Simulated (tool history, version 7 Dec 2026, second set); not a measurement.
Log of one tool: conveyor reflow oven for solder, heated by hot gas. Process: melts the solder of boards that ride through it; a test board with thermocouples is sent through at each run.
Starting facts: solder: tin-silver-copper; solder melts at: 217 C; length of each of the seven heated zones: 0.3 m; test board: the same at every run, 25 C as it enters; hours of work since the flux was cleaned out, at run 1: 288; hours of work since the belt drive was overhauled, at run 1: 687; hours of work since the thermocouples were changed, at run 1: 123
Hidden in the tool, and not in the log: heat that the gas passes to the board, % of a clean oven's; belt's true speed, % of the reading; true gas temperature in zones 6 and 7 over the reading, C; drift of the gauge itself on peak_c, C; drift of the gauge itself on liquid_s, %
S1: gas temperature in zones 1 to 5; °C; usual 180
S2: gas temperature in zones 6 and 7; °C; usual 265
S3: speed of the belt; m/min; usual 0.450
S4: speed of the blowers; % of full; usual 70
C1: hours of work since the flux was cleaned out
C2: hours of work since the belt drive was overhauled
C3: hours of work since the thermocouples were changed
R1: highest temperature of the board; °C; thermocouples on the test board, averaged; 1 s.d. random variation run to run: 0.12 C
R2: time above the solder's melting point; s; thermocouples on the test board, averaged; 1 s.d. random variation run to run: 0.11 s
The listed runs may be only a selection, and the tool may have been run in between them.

| run | day | S1 | S2 | S3 | S4 | C1 | C2 | C3 | R1 | R2 |
|---|---|---|---|---|---|---|---|---|---|---|
| 1 | 0.000 | 180 | 265 | 0.450 | 70 | 288 | 687 | 123 | 255.1 | 66.5 |
| 2 | 0.404 | 187 | 265 | 0.450 | 70 | 294 | 692 | 129 | 255.8 | 69.9 |
| 3 | 0.600 | 180 | 265 | 0.450 | 70 | 297 | 695 | 132 | 255.2 | 66.5 |
| 4 | 0.979 | 180 | 265 | 0.450 | 70 | 302 | 701 | 137 | 255.0 | 66.5 |
| 5 | 1.196 | 180 | 265 | 0.450 | 70 | 305 | 704 | 140 | 254.9 | 66.5 |
| 6 | 1.438 | 180 | 265 | 0.450 | 70 | 309 | 707 | 144 | 255.0 | 66.3 |
| 7 | 1.808 | 168 | 265 | 0.450 | 70 | 314 | 713 | 149 | 253.4 | 60.9 |
| 8 | 2.117 | 180 | 265 | 0.412 | 70 | 319 | 717 | 154 | 257.0 | 74.5 |
| 9 | 2.446 | 180 | 265 | 0.412 | 70 | 323 | 722 | 158 | 256.8 | 74.6 |
| 10 | 2.804 | 186 | 256 | 0.412 | 62 | 329 | 727 | 163 | 248.3 | 70.9 |
| 11 | 3.046 | 180 | 269 | 0.450 | 70 | 332 | 731 | 167 | 258.6 | 68.7 |
| 12 | 3.246 | 180 | 279 | 0.527 | 52 | 335 | 733 | 170 | 259.4 | 57.8 |
| 13 | 3.562 | 177 | 279 | 0.527 | 54 | 340 | 738 | 174 | 259.3 | 56.4 |
| 14 | 3.908 | 167 | 265 | 0.450 | 70 | 345 | 743 | 179 | 253.1 | 60.4 |
| 15 | 4.096 | 167 | 265 | 0.450 | 70 | 347 | 746 | 182 | 253.2 | 60.4 |
|  | 4.429 | belt drive overhauled, speed set with a stopwatch |
| 16 | 4.629 | 175 | 276 | 0.450 | 70 | 353 | 3 | 187 | 264.2 | 69.2 |
| 17 | 4.875 | 192 | 259 | 0.364 | 66 | 356 | 6 | 191 | 254.1 | 88.6 |
| 18 | 5.233 | 192 | 259 | 0.364 | 66 | 361 | 12 | 196 | 254.0 | 88.6 |

Alternative continuations, all from the tool just after run 18; predict every row:
| A | 5.571 | 186 | 265 | 0.449 | 66 | 366 | 16 | 201 | ? | ? |
| B | 5.571 | 169 | 259 | 0.364 | 89 | 366 | 16 | 201 | ? | ? |
| C | 5.571 | 169 | 259 | 0.369 | 85 | 366 | 16 | 201 | ? | ? |
| D | 5.571 | 192 | 259 | 0.364 | 52 | 366 | 16 | 201 | ? | ? |
| E | 5.571 | 166 | 266 | 0.378 | 66 | 366 | 16 | 201 | ? | ? |

| run | R1 | R2 |
|---|---|---|
| A | 254.9 | 68.3 |
| B | 253.9 | 79.0 |
| C | 253.7 | 77.4 |
| D | 252.8 | 87.6 |
| E | 257.6 | 76.1 |
What these runs would have given with no unlogged condition in the tool:
| run | R1 | R2 |
|---|---|---|
| A | 255.5 | 68.8 |
| B | 254.5 | 79.9 |
| C | 254.2 | 78.3 |
| D | 253.1 | 87.7 |
| E | 258.3 | 76.8 |

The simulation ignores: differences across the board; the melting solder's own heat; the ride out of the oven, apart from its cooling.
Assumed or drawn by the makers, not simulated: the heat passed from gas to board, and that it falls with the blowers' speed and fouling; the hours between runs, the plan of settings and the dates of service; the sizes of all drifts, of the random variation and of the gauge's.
